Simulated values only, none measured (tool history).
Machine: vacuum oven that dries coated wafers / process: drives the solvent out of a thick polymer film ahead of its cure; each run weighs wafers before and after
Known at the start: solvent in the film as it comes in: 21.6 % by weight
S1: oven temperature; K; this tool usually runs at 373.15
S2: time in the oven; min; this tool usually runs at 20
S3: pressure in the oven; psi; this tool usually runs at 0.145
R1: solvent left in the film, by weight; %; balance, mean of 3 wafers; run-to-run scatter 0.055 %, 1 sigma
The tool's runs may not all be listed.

Run 1, hour 0: usual settings. Result: R1 2.35 %.
Run 2, hour 80.9: usual settings. Result: R1 2.37 %.
Run 3, hour 184.8: usual settings. Result: R1 2.47 %.
Run 4, hour 282.3: usual settings but S2 16 min. Result: R1 3.48 %.
Run 5, hour 372.8: usual settings but S1 366.15 K. Result: R1 4.71 %.
Run 6, hour 419.9: usual settings but S3 0.19 psi. Result: R1 2.61 %.
Run 7, hour 518.2: usual settings but S2 19 min, S3 0.086 psi. Result: R1 2.48 %.
Run 8, hour 596.1: usual settings but S2 19 min, S3 0.086 psi. Result: R1 2.64 %.
Run 9, hour 652.7: usual settings but S1 366.15 K, S3 0.191 psi. Result: R1 5.05 %.
Run 10, hour 744.4: usual settings but S1 387.15 K, S2 11 min, S3 0.122 psi. Result: R1 1.71 %.

Estimate the outcome of run 11 from the log above:
Run 11, hour 788.6: usual settings but S1 387.15 K, S2 11 min, S3 0.122 psi. Result: R1 ?.

R1: 1.62 %
Take away the tool's hidden state, keep the run-to-run variation as it was, and the same run would have given R1 1.39 %.
